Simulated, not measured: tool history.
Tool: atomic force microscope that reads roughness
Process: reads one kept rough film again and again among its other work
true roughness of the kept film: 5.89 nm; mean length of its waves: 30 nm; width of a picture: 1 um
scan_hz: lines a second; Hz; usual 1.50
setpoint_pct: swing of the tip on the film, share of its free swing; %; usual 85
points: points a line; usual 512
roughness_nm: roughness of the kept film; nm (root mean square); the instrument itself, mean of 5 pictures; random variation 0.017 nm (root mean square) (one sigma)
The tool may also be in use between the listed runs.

run   hour  scan_hz  setpoint_pct  points  roughness_nm
  1    0.0     1.50            85     512         2.942
  2   37.0     1.50            85     512         2.787
      40.4  -- new tip fitted
  3   63.8     3.55            85     512         3.267
  4  111.2     3.55            85     512         3.012
  5  136.5     3.55            85     512         2.855
  6  182.4     3.55            75     512         2.970
  7  210.5     1.50            85     907         3.041
     245.8  -- new tip fitted
  8  245.8     1.50            85     907         4.200
  9  285.5     1.50            85     907         3.850
     289.1  -- height scale calibrated on a step standard
 10  325.7     1.50            85     512         3.589
 11  369.0     2.40            85     512         3.001
 12  390.3     2.40            85     512         2.858
     420.3  -- height scale calibrated on a step standard, once more
 13  439.1     1.50            85     512         2.913
     454.3  -- new tip fitted
 14  487.6     1.13            85     499         4.042
 15  508.4     1.13            85     499         3.902
 16  535.3     1.32            70     683         3.919
 17  579.8     0.53            85     860         3.683
 18  607.4     3.07            80     403         2.892
 19  633.4     1.50            85     898         2.991
     659.9  -- new tip fitted
 20  678.7     1.36            86     458         4.051
 21  709.0     1.90            76     458         3.890
 22  739.0     0.99            56     294         4.121
 23  774.1     0.72            56     914         3.901
 24  822.1     3.88            81     264         2.595
 25  859.5     0.51            65     574         3.369

Forecast each of these 5 alternatives for the next run:
     867.7  -- new tip fitted
  A  895.0     0.63            86     612             ?
     867.7  -- new tip fitted
  B  895.0     0.51            61     720             ?
     867.7  -- new tip fitted
  C  895.0     0.51            65     756             ?
     867.7  -- new tip fitted
  D  895.0     1.85            74     296             ?
     867.7  -- new tip fitted
  E  895.0     1.50            56     394             ?

run  roughness_nm
  A         4.334
  B         4.628
  C         4.591
  D         4.102
  E         4.487
Without the tool's hidden state the same runs would have given:
run  roughness_nm
  A         4.609
  B         4.922
  C         4.882
  D         4.362
  E         4.771
